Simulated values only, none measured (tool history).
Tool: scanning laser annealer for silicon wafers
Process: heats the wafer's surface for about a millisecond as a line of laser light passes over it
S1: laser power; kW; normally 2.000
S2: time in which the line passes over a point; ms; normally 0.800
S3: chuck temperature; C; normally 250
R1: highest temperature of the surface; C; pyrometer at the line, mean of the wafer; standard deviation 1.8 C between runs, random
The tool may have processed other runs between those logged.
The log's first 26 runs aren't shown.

run,day,S1,S2,S3,R1
27,11.017,2.000,0.914,213,1078
28,11.400,1.888,0.928,250,1060
29,11.671,2.078,0.744,242,1058
30,12.008,2.078,0.744,242,1058
31,12.275,1.772,0.744,242,919
32,12.817,1.772,0.719,242,905
33,13.288,1.772,0.719,242,904
34,13.804,2.115,0.806,248,1112
35,14.083,2.115,0.806,248,1112
36,14.417,2.000,0.800,269,1077

Consider 5 possible next runs. They are alternatives, not a sequence: every one starts from the tool as it was left by run 36. What does each give?
A,14.667,2.000,0.800,279,?
B,14.667,1.821,0.940,256,?
C,14.667,1.962,0.567,250,?
D,14.667,2.000,0.577,212,?
E,14.667,1.793,0.988,274,?

run,R1
A,1084
B,1036
C,918
D,901
E,1063
Stripped of hidden state, with their random variation kept, the same runs would have yielded:
run,R1
A,1084
B,1037
C,918
D,901
E,1063

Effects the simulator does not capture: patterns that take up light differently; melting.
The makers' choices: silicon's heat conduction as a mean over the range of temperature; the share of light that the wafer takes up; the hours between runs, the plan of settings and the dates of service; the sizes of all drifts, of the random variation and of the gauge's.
